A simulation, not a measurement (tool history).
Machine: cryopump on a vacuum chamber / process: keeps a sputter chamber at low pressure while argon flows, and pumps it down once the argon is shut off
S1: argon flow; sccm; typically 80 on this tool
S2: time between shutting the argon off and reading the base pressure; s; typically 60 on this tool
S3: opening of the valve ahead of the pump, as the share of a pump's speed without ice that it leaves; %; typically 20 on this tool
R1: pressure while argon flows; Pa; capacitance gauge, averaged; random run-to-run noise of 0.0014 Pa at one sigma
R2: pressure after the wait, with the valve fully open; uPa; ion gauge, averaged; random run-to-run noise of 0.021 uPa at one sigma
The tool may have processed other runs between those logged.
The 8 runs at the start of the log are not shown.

run    hour   S1   S2  S3      R1    R2
  9   345.2   80   60  23  0.2951  0.69
 10   407.2   80   60  23  0.2955  0.73
 11   440.5   80   60  23  0.2982  0.77
 12   479.1   80   60  23  0.2975   0.8
 13   508.9   80   60  23  0.2985  0.85
 14   552.8   80   60  20  0.3455  0.86
      595.8  -- pump warmed up, emptied and cooled again
 15   597.3   80   60  20  0.3249  0.73
 16   660.8   80   60  20  0.3271  0.74
 17   699.7   80   60  20  0.3251  0.78
 18   757.8   80   36  27  0.2427  1.08
 19   791.1   80   36  27  0.2433  1.03
 20   819.2   80   36  27  0.2426  1.11
 21     878   80  170  18  0.3649  0.62
 22   921.8   35  293  50  0.0602   0.6
 23   983.9   35  293  50  0.0612  0.61
 24  1017.8   35   80  37  0.0801  0.85
 25  1053.7   97  138  46  0.1826  0.74
 26  1109.7  103  188  17  0.5011  0.72
 27  1159.7  103  188  17  0.5047  0.76
 28  1213.1   32  121  33  0.0836  0.85
 29  1240.2   93   40  15  0.5194  1.21
 30  1285.2   44   56  19  0.1947  1.14
 31  1351.7   44   56  19  0.1957  1.17
 32  1387.9   44   56  19  0.1963  1.18
 33    1455   44   56  36  0.1099  1.23

Below are 5 alternative next runs, each starting from the tool's condition after run 33. Predict each:
  A  1499.3   97  227  31   ?   ?
  B  1499.3  134   27  53   ?   ?
  C  1499.3  121   29  17   ?   ?
  D  1499.3   44  173  36   ?   ?
  E  1499.3   69   32  19   ?   ?

run      R1    R2
  A  0.2747  0.91
  B  0.2391  1.66
  C  0.6048  1.62
  D  0.1097  0.96
  E  0.3093  1.54
The same runs, with their run-to-run variation unchanged, on a tool lacking any hidden condition would have given:
run      R1    R2
  A   0.249  0.21
  B  0.2035  0.97
  C  0.5725   0.9
  D   0.098  0.26
  E   0.291  0.83
